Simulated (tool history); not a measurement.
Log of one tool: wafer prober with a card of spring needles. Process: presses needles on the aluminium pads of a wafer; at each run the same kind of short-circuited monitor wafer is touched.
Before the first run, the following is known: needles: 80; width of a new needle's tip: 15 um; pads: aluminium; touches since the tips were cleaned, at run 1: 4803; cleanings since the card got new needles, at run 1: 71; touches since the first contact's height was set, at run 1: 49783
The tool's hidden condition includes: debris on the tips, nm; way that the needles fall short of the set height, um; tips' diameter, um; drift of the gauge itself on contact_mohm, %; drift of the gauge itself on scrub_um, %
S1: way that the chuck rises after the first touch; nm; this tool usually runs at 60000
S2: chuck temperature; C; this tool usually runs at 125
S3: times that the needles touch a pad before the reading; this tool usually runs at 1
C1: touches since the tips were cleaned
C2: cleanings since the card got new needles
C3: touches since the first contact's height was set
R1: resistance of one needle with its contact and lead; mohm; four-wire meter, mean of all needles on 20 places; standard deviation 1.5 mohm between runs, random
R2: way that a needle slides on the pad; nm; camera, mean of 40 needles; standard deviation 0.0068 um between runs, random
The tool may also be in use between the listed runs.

run	hour	S1	S2	S3	C1	C2	C3	R1	R2
1	0.0	60000	125	1	4803	71	49783	213	8309
# hour 2.6: tips cleaned on abrasive film
# hour 22.1: tips cleaned on abrasive film
# hour 39.0: tips cleaned on abrasive film
2	39.0	75000	125	1	0	74	61380	195	10343
# hour 56.8: tips cleaned on abrasive film
# hour 67.2: height of the first contact set anew
# hour 75.9: tips cleaned on abrasive film
3	75.9	75000	125	1	0	76	2588	195	10484
# hour 96.2: tips cleaned on abrasive film
4	100.3	75000	125	1	1209	77	9854	199	10483
# hour 114.4: tips cleaned on abrasive film
# hour 116.5: tips cleaned on abrasive film, once more
5	126.2	60000	125	2	2913	79	17555	206	8373
# hour 135.4: tips cleaned on abrasive film
# hour 153.3: tips cleaned on abrasive film
# hour 172.1: tips cleaned on abrasive film
6	172.8	60000	42	1	190	82	31406	182	8347
# hour 191.3: tips cleaned on abrasive film
7	196.1	60000	125	1	1452	83	38371	209	8329
# hour 210.3: tips cleaned on abrasive film
# hour 228.1: tips cleaned on abrasive film
8	233.9	60000	125	1	1725	85	49604	209	8311
# hour 245.9: tips cleaned on abrasive film
# hour 263.8: tips cleaned on abrasive film
9	263.8	60000	125	2	0	87	58491	200	8293
# hour 284.0: tips cleaned on abrasive film
# hour 302.8: tips cleaned on abrasive film
# hour 303.1: height of the first contact set anew
10	304.6	60000	125	1	448	89	448	204	8398
# hour 320.9: tips cleaned on abrasive film
11	328.5	60000	125	1	2277	90	7566	208	8394
# hour 339.5: tips cleaned on abrasive film
# hour 357.1: tips cleaned on abrasive film
12	367.7	60000	125	1	3175	92	19229	212	8376
# hour 374.2: tips cleaned on abrasive film
# hour 393.2: tips cleaned on abrasive film
13	402.2	60000	125	1	2679	94	29495	208	8358
# hour 412.3: tips cleaned on abrasive film
# hour 429.9: tips cleaned on abrasive film
14	437.0	60000	125	1	2129	96	39850	211	8322
# hour 448.6: tips cleaned on abrasive film
# hour 468.4: tips cleaned on abrasive film
15	477.2	60000	99	1	2617	98	51818	208	8310
# hour 488.8: tips cleaned on abrasive film
16	502.8	69000	41	2	4185	99	59450	185	9555
# hour 507.7: tips cleaned on abrasive film
# hour 526.5: tips cleaned on abrasive film
17	534.3	70000	54	1	2332	101	68837	191	9695
# hour 536.8: height of the first contact set anew
# hour 543.6: tips cleaned on abrasive film
18	554.7	70000	54	1	3298	102	5316	194	9803
# hour 563.2: tips cleaned on abrasive film
# hour 580.3: tips cleaned on abrasive film
# hour 597.7: tips cleaned on abrasive film
19	601.1	73000	28	1	1005	105	19116	180	10184
# hour 615.1: tips cleaned on abrasive film
20	620.6	73000	28	1	1652	106	24945	182	10175
# hour 632.1: tips cleaned on abrasive film
21	639.9	73000	40	1	2327	107	30684	188	10172
# hour 650.5: tips cleaned on abrasive film
# hour 669.3: tips cleaned on abrasive film
22	676.0	73000	40	1	1983	109	41413	188	10156
# hour 687.9: tips cleaned on abrasive film
23	700.9	60000	28	2	3896	110	48856	192	8321
# hour 705.3: tips cleaned on abrasive film
# hour 723.0: tips cleaned on abrasive film
# hour 742.4: tips cleaned on abrasive film
24	742.4	42000	125	1	0	113	61174	210	5771
# hour 761.0: tips cleaned on abrasive film
# hour 772.4: height of the first contact set anew
# hour 778.3: tips cleaned on abrasive film
25	779.0	73000	119	3	225	115	1961	195	10206
# hour 797.3: tips cleaned on abrasive film
# hour 816.2: tips cleaned on abrasive film
26	819.3	70000	61	1	930	117	13960	187	9774
# hour 834.4: tips cleaned on abrasive film
27	844.2	58000	31	1	2929	118	21382	196	8086
# hour 853.5: tips cleaned on abrasive film
# hour 870.6: tips cleaned on abrasive film
# hour 888.3: tips cleaned on abrasive film
28	888.3	42000	31	2	0	121	34498	185	5826
# hour 905.2: tips cleaned on abrasive film
# hour 925.1: tips cleaned on abrasive film
29	932.1	42000	31	2	2085	123	47540	204	5799

Here are 5 independent what-if runs from the current tool condition. What would each one return?
# hour 942.4: tips cleaned on abrasive film
# hour 960.2: tips cleaned on abrasive film
A	965.2	44000	39	1	1491	125	57373	?	?
# hour 942.4: tips cleaned on abrasive film
# hour 960.2: tips cleaned on abrasive film
B	965.2	41000	125	1	1491	125	57373	?	?
# hour 942.4: tips cleaned on abrasive film
# hour 960.2: tips cleaned on abrasive film
C	965.2	64000	122	1	1491	125	57373	?	?
# hour 942.4: tips cleaned on abrasive film
# hour 960.2: tips cleaned on abrasive film
D	965.2	77000	31	2	1491	125	57373	?	?
# hour 942.4: tips cleaned on abrasive film
# hour 960.2: tips cleaned on abrasive film
E	965.2	42000	32	1	1491	125	57373	?	?

run	R1	R2
A	206	6074
B	226	5640
C	204	8864
D	181	10697
E	208	5788
With no hidden state in the tool, these same runs would have given:
run	R1	R2
A	183	6168
B	202	5734
C	192	8958
D	174	10791
E	183	5882

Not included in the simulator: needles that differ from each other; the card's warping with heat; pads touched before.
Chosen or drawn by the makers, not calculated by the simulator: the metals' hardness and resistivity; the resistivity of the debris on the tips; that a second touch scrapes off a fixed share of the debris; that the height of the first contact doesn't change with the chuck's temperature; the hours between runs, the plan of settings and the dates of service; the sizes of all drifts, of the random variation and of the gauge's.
